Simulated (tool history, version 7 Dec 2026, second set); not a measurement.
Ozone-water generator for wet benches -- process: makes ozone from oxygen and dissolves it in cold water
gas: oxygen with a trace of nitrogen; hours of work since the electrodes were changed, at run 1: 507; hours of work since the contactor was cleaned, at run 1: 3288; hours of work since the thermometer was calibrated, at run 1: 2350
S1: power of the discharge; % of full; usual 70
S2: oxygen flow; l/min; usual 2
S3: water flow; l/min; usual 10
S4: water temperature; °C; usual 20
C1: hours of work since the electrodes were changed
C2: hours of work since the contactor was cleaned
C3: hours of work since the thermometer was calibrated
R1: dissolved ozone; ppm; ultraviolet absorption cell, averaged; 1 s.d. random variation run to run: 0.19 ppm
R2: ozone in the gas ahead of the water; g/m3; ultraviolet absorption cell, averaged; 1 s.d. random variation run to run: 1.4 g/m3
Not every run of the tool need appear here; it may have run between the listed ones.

run    hour  S1    S2  S3  S4    C1    C2    C3    R1     R2
  1       0  70     2  10  20   507  3288  2350    26  260.7
  2    98.1  70     2  10  20   583  3363  2425  25.6  260.6
  3   176.8  73     2  10  20   644  3424  2486  26.2  268.8
  4     233  73     2  10  20   687  3467  2529  26.2  265.3
  5   310.9  73     2  10  20   747  3527  2589  26.4  267.1
  6   390.2  73     2  10  20   808  3588  2650  26.1  266.4
  7   500.9  70     2  10  20   893  3673  2736  25.6  258.8
  8   607.2  70     2  10  20   975  3755  2817  25.2  258.9
  9   708.5  84     2  10  20  1053  3833  2895  28.5  292.2
 10   780.2  84     2  10  20  1108  3888  2950  28.5  290.7
 11   868.5  84     2  10  27  1176  3956  3018  25.7  290.2
 12   978.7  70     2  10  20  1261  4041  3103  24.8  255.8
     1051.5  -- contactor cleaned
 13  1089.7  70     2  10  20  1343    29  3186  26.1  255.6
 14  1202.6  70     2  10  20  1430   116  3273    26  256.8
 15  1286.3  70     2  10  20  1495   181  3337  25.7  255.3
 16  1359.1  70     2  10  20  1551   237  3393    26  253.7
 17  1456.5  70  1.03  10  20  1626   312  3468  22.6  344.6
     1466.8  -- water thermometer calibrated
 18  1516.3  65  1.75   6  16  1671   357    38  36.9  261.2
 19  1627.6  88  2.62  12  16  1757   443   124  28.1  259.7
 20  1730.5  70   1.4  10  14  1836   522   203  25.5  301.3
 21  1795.5  70  2.82  10  14  1886   572   253    29  212.6
 22  1852.8  59  2.82   8  14  1930   616   297  29.8  193.1
 23  1927.2  59  1.83  10  20  1988   674   354  22.9  235.3
 24  2037.7  79  1.83  10  20  2073   759   439  27.6  285.2
     2065.3  -- water thermometer calibrated, once more
 25    2138  79  1.83  15  20  2149   836    56  19.6  286.3
 26  2189.1  79  1.83  14  25  2189   875    95  19.6  283.7
 27  2269.8  70  3.44  10  23  2251   937   157  24.5  192.3
 28  2327.8  70  3.44  10  23  2295   982   202  24.6  193.2
 29  2375.8  70  3.44  10  23  2332  1019   239  24.8  194.2
 30  2466.2  45  3.44  10  23  2402  1088   309  18.3  146.8
 31  2563.5  83     2  10  16  2477  1163   384  29.2    282
 32  2640.3  70     2  12  15  2536  1222   443  23.2  249.1
 33  2720.5  70     2  12  15  2598  1284   504  23.1  249.6

Measured minus without-hidden-state, run by run (identical run-to-run variation in each term; gauge scatter may differ):
Hidden state at play: yield of the discharge, % of new electrodes'; contactor's efficiency, % of a clean one's; true water temperature over the reading, C; drift of the gauge itself on ozone_ppm, %; drift of the gauge itself on gas_g_m3, %.
run    R1     R2
  1  -1.2   -3.6
  2  -1.2   -4.1
  3  -1.4   -4.7
  4  -1.4   -4.9
  5  -1.4   -5.3
  6  -1.5   -5.7
  7  -1.6   -5.9
  8  -1.6   -6.4
  9    -2   -8.6
 10    -2     -9
 11  -1.9   -9.4
 12  -1.8   -7.8
 13  -0.9   -8.3
 14    -1   -8.9
 15    -1   -9.3
 16  -1.1   -9.5
 17    -1  -13.6
 18  -1.5  -10.1
 19  -1.5  -12.7
 20  -1.3  -13.4
 21  -1.5   -9.7
 22  -1.4     -8
 23  -1.2   -9.9
 24  -1.7  -15.3
 25  -1.3    -16
 26  -1.3  -16.2
 27  -1.5  -10.5
 28  -1.6  -10.7
 29  -1.6  -10.9
 30  -0.9     -6
 31  -2.3  -18.8
 32  -1.7  -15.2
 33  -1.8  -15.7
